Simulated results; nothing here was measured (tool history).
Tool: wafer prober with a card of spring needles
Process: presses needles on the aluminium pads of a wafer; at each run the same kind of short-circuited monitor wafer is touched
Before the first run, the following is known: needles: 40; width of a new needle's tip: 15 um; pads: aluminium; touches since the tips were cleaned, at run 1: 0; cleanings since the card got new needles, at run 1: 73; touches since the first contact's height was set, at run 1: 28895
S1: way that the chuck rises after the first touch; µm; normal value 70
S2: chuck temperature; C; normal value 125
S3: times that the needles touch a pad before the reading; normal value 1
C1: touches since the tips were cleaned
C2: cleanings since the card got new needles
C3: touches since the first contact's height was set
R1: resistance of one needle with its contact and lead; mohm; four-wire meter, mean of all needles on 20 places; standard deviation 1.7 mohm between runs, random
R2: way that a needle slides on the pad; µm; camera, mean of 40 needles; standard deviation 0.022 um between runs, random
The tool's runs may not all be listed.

run   hour  S1   S2  S3    C1  C2      C3   R1     R2
  1      0  70  125   1     0  73   28895  167  14.84
      17.7  -- tips cleaned on abrasive film
  2   20.5  70  125   1   789  74   34679  169   14.9
      37.1  -- tips cleaned on abrasive film
  3   40.9  70  125   1  1091  75   40462  171  14.83
      53.2  -- tips cleaned on abrasive film
  4   65.8  70  125   1  3590  76   47505  170  14.86
      69.7  -- tips cleaned on abrasive film
        89  -- tips cleaned on abrasive film
  5  102.1  70  125   1  3709  78   57747  168  14.85
     107.7  -- tips cleaned on abrasive film
  6  121.4  70  125   2  3899  79   63216  166  14.79
     126.2  -- tips cleaned on abrasive film
     143.8  -- tips cleaned on abrasive film
  7  157.5  70  125   2  3877  81   73405  167  14.84
     163.4  -- tips cleaned on abrasive film
     182.3  -- tips cleaned on abrasive film
  8  182.3  70  125   2     8  83   80414  167  14.86
     199.8  -- tips cleaned on abrasive film
  9  214.3  70  125   2  4099  84   89455  169  14.86
     218.3  -- tips cleaned on abrasive film
     234.8  -- tips cleaned on abrasive film
 10    244  70  125   1  2624  86   97859  167   14.8
     251.6  -- tips cleaned on abrasive film
     270.8  -- tips cleaned on abrasive film
 11  274.9  70  125   1  1156  88  106554  172  14.82
     288.5  -- tips cleaned on abrasive film
 12  297.9  70  125   1  2653  89  113067  168  14.83
     306.5  -- tips cleaned on abrasive film
     324.3  -- tips cleaned on abrasive film
       342  -- tips cleaned on abrasive film
 13  342.5  70  125   1   149  92  125669  170  14.82
     359.3  -- tips cleaned on abrasive film
     376.6  -- tips cleaned on abrasive film
 14  377.6  70  125   1   287  94  135574  168  14.79
     394.4  -- tips cleaned on abrasive film
 15  405.4  70  125   1  3125  95  143457  167  14.82
     410.5  -- tips cleaned on abrasive film
 16  425.3  73  125   1  4200  96  149072  169  15.43
       429  -- tips cleaned on abrasive film
     445.5  -- tips cleaned on abrasive film
 17  455.3  76   55   3  2793  98  157548  155  16.06
     463.9  -- tips cleaned on abrasive film
 18  476.1  77   55   2  3469  99  163407  155  16.29

The next listed run, before its measurement:
     480.1  -- tips cleaned on abrasive film
       497  -- tips cleaned on abrasive film
 19  512.7  51  74   2  4459  101  173752   ?   ?

{"run 19": {"R1": 162, "R2": 10.77}}
With the hidden condition absent and the run-to-run variation left alone, this run would have shown R1 162 mohm, R2 10.82 µm.
